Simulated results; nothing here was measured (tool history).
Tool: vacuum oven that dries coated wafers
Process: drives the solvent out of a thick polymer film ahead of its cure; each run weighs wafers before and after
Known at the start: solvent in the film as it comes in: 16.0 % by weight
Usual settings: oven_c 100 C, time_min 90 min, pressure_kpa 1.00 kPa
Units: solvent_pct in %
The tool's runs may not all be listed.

Run 1, day 0.000: usual settings. Result: solvent_pct 1.948 %.
Run 2, day 0.471: usual settings. Result: solvent_pct 1.962 %.
Run 3, day 1.025: usual settings. Result: solvent_pct 1.961 %.
Run 4, day 1.650: usual settings. Result: solvent_pct 1.953 %.
Run 5, day 2.242: usual settings but pressure_kpa 1.02 kPa. Result: solvent_pct 1.952 %.
Run 6, day 3.046: usual settings but oven_c 103 C. Result: solvent_pct 1.329 %.
Run 7, day 3.896: usual settings but oven_c 103 C. Result: solvent_pct 1.342 %.
Run 8, day 4.433: usual settings but oven_c 103 C. Result: solvent_pct 1.332 %.
Run 9, day 5.054: usual settings but oven_c 103 C. Result: solvent_pct 1.354 %.
Run 10, day 5.692: usual settings but oven_c 103 C. Result: solvent_pct 1.328 %.
Run 11, day 6.100: usual settings but oven_c 103 C. Result: solvent_pct 1.334 %.
Run 12, day 6.604: usual settings but oven_c 103 C. Result: solvent_pct 1.346 %.
Run 13, day 7.392: usual settings but oven_c 103 C. Result: solvent_pct 1.338 %.
Run 14, day 7.971: usual settings. Result: solvent_pct 1.935 %.
Run 15, day 8.808: usual settings. Result: solvent_pct 1.939 %.
Run 16, day 9.683: usual settings. Result: solvent_pct 1.940 %.
Run 17, day 10.321: usual settings. Result: solvent_pct 1.928 %.
Run 18, day 10.783: usual settings but oven_c 87 C, time_min 68 min. Result: solvent_pct 7.295 %.
At day 10.925: oven's thermocouples calibrated.
Run 19, day 11.521: usual settings but oven_c 94 C, time_min 82 min, pressure_kpa 1.38 kPa. Result: solvent_pct 4.205 %.
Run 20, day 12.300: usual settings but oven_c 109 C, time_min 133 min, pressure_kpa 0.72 kPa. Result: solvent_pct 0.338 %.
Run 21, day 13.058: usual settings but oven_c 109 C, time_min 133 min, pressure_kpa 0.72 kPa. Result: solvent_pct 0.330 %.
Run 22, day 13.538: usual settings but oven_c 86 C, time_min 56 min, pressure_kpa 1.07 kPa. Result: solvent_pct 8.382 %.
Run 23, day 14.200: usual settings but oven_c 86 C, time_min 56 min, pressure_kpa 1.07 kPa. Result: solvent_pct 8.385 %.
Run 24, day 14.729: usual settings but oven_c 86 C, time_min 56 min, pressure_kpa 1.07 kPa. Result: solvent_pct 8.374 %.
Run 25, day 15.362: usual settings but oven_c 113 C, time_min 92 min, pressure_kpa 1.07 kPa. Result: solvent_pct 0.436 %.
Run 26, day 15.896: usual settings but oven_c 91 C, time_min 77 min, pressure_kpa 1.07 kPa. Result: solvent_pct 5.310 %.
At day 16.396: oven's thermocouples calibrated, once more.
Run 27, day 16.721: usual settings but oven_c 91 C, pressure_kpa 0.71 kPa. Result: solvent_pct 4.869 %.
Run 28, day 17.088: usual settings but oven_c 91 C, pressure_kpa 0.71 kPa. Result: solvent_pct 4.880 %.

4 ways to go on from here, each from the tool as it stands after run 28. What would each give?
Run A, day 17.554: usual settings but oven_c 86 C, time_min 112 min. Result: solvent_pct ?.
Run B, day 17.554: usual settings but oven_c 88 C, time_min 58 min, pressure_kpa 0.71 kPa. Result: solvent_pct ?.
Run C, day 17.554: usual settings but oven_c 109 C, pressure_kpa 2.68 kPa. Result: solvent_pct ?.
Run D, day 17.554: usual settings but oven_c 86 C, pressure_kpa 0.75 kPa. Result: solvent_pct ?.

run  solvent_pct
  A        5.845
  B        7.837
  C        1.335
  D        6.667
Without the tool's hidden state the same runs would have given:
run  solvent_pct
  A        5.746
  B        7.764
  C        1.277
  D        6.577
